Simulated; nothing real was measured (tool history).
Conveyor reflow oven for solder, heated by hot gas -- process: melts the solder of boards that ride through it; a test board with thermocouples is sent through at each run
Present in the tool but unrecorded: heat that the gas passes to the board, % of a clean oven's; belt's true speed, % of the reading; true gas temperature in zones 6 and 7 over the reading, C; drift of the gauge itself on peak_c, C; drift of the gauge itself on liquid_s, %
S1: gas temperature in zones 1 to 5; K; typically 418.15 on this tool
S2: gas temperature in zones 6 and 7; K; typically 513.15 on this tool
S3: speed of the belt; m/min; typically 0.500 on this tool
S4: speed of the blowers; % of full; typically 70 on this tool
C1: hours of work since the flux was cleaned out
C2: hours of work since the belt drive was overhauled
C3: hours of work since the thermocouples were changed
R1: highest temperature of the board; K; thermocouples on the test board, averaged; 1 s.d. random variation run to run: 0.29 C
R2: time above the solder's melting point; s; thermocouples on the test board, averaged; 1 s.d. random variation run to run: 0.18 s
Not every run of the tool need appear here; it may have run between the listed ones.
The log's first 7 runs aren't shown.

run     day      S1      S2     S3  S4   C1   C2   C3      R1    R2
  8   4.079  418.15  513.15  0.500  85   71  605  445  501.85  74.9
  9   4.600  418.15  513.15  0.500  89   80  614  454  502.15  75.0
 10   5.038  418.15  513.15  0.500  89   87  622  462  501.85  74.8
 11   5.688  418.15  513.15  0.500  89   98  633  473  501.55  74.9
 12   6.688  418.15  513.15  0.500  70  116  650  490  497.85  72.2
 13   7.217  418.15  513.15  0.500  70  125  660  500  498.15  72.4
 14   7.654  418.15  513.15  0.500  70  133  667  507  498.15  72.0
 15   8.279  418.15  513.15  0.500  70  143  678  518  497.45  72.1
 16   8.750  418.15  523.15  0.500  70  151  686  526  506.05  77.7
 17   9.217  418.15  511.15  0.591  70  160  694  534  490.35  55.5
 18   9.867  418.15  514.15  0.431  63  171  705  545  501.55  86.9
     10.025  -- thermocouples of zones 6 and 7 changed
 19  10.575  414.15  513.15  0.500  70  182  716   10  496.15  69.3
 20  11.338  414.15  513.15  0.500  70  195  729   23  496.05  69.0
 21  12.000  418.15  508.15  0.584  70  206  741   34  487.25  53.2
 22  12.525  418.15  508.15  0.584  70  215  750   43  487.05  53.4
 23  13.279  418.15  522.15  0.584  67  228  763   56  497.65  61.1
 24  13.833  418.15  522.15  0.584  67  238  773   66  497.65  61.0
 25  14.288  418.15  519.15  0.490  52  246  781   74  497.15  72.8
 26  15.262  418.15  513.15  0.548  70  263  797   91  492.75  62.4
 27  16.079  407.15  514.15  0.500  70  277  812  105  495.65  65.7
 28  17.079  407.15  514.15  0.500  70  294  829  122  494.55  65.4
 29  17.567  418.15  513.15  0.500  79  303  837  131  497.85  72.4
 30  18.150  418.15  513.15  0.500  79  313  847  141  497.75  72.4
 31  18.642  427.15  526.15  0.576  70  321  856  149  503.75  69.0

Predict each of these 3 candidate next runs independently; none follows another, all start after run 31:
  A  19.208  429.15  526.15  0.576  56  331  866  159   ?   ?
  B  19.208  403.15  526.15  0.576  70  331  866  159   ?   ?
  C  19.208  432.15  513.15  0.500  90  331  866  159   ?   ?

run      R1    R2
  A  499.65  67.8
  B  497.75  57.1
  C  502.05  81.2
What these runs would have given with no unlogged condition in the tool:
run      R1    R2
  A  502.05  68.2
  B  501.15  58.5
  C  503.85  80.8

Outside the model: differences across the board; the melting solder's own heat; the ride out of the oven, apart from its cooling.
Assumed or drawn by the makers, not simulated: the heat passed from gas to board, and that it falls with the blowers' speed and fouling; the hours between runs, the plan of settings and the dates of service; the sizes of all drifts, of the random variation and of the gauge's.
